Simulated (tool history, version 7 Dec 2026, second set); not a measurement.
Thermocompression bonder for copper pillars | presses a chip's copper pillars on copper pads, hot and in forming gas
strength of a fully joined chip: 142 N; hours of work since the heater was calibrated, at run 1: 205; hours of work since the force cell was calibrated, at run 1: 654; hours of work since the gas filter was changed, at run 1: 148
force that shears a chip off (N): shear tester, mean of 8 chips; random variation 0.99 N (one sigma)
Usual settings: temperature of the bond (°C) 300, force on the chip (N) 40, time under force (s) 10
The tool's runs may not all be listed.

run    hour  temperature of the bond (°C)  force on the chip (N)  time under force (s)  hours of work since the heater was calibrated  hours of work since the force cell was calibrated  hours of work since the gas filter was changed  force that shears a chip off (N)
  1     0.0                           300                     40                    10                                            205                                                654                                             148                              78.8
  2    73.9                           300                     40                    10                                            242                                                691                                             185                              75.5
       98.9  -- forming gas filter changed
  3   105.6                           300                     40                    10                                            258                                                707                                               3                              81.3
  4   148.5                           300                     40                    10                                            280                                                728                                              25                              79.6
  5   202.5                           300                     40                    10                                            307                                                756                                              52                              79.6
  6   248.1                           300                     40                    10                                            330                                                779                                              75                              78.4
  7   314.3                           300                     40                    10                                            363                                                812                                             109                              77.8
  8   379.7                           300                     40                    21                                            396                                                845                                             142                              93.7
      386.7  -- heater calibrated with a thermocouple chip
  9   429.4                           300                     40                    21                                             22                                                869                                             166                              92.8
      491.7  -- forming gas filter changed
 10   498.8                           300                     40                    24                                             56                                                904                                               4                             101.9
 11   571.9                           300                     40                    24                                             93                                                941                                              40                              99.3
      618.8  -- heater calibrated with a thermocouple chip, once more
 12   644.1                           300                     40                    24                                             13                                                976                                              76                              99.4
 13   699.4                           300                     25                    10                                             41                                               1004                                             104                              54.6
 14   735.5                           300                     25                    10                                             59                                               1022                                             122                              55.4
 15   778.8                           297                     29                     5                                             81                                               1044                                             144                              45.6
 16   833.1                           297                     29                     5                                            108                                               1071                                             171                              45.0
 17   871.2                           309                     26                    30                                            127                                               1090                                             190                              85.5
      883.6  -- forming gas filter changed
 18   926.8                           309                     46                     6                                            155                                               1118                                              22                              80.1
 19   963.3                           309                     46                     6                                            173                                               1137                                              40                              79.2
 20  1001.4                           300                     38                     8                                            193                                               1156                                              59                              70.6
 21  1033.6                           296                     26                    29                                            209                                               1172                                              76                              79.9
 22  1069.4                           296                     26                    29                                            227                                               1190                                              94                              78.7
 23  1135.3                           306                     38                    25                                            260                                               1223                                             127                              98.8
 24  1187.4                           319                     40                    10                                            286                                               1250                                             153                              85.5
 25  1236.3                           319                     40                    10                                            311                                               1274                                             178                              83.5
 26  1268.8                           319                     40                    10                                            327                                               1291                                             194                              84.6
     1273.7  -- forming gas filter changed
 27  1341.2                           288                     27                    21                                            364                                               1327                                              34                              68.4

Forecast each of these 5 alternatives for the next run:
     1348.0  -- force cell calibrated
  A  1387.7                           288                     58                    21                                            386                                                 20                                              57                                 ?
     1348.0  -- force cell calibrated
  B  1387.7                           273                     41                     7                                            386                                                 20                                              57                                 ?
     1348.0  -- force cell calibrated
  C  1387.7                           288                     30                    18                                            386                                                 20                                              57                                 ?
     1348.0  -- force cell calibrated
  D  1387.7                           297                     33                     8                                            386                                                 20                                              57                                 ?
     1348.0  -- force cell calibrated
  E  1387.7                           300                     52                    21                                            386                                                 20                                              57                                 ?

run  force that shears a chip off (N)
  A                             111.3
  B                              57.3
  C                              73.4
  D                              63.0
  E                             113.1
Without the tool's hidden state the same runs would have given:
run  force that shears a chip off (N)
  A                             115.6
  B                              60.4
  C                              77.0
  D                              66.2
  E                             117.4
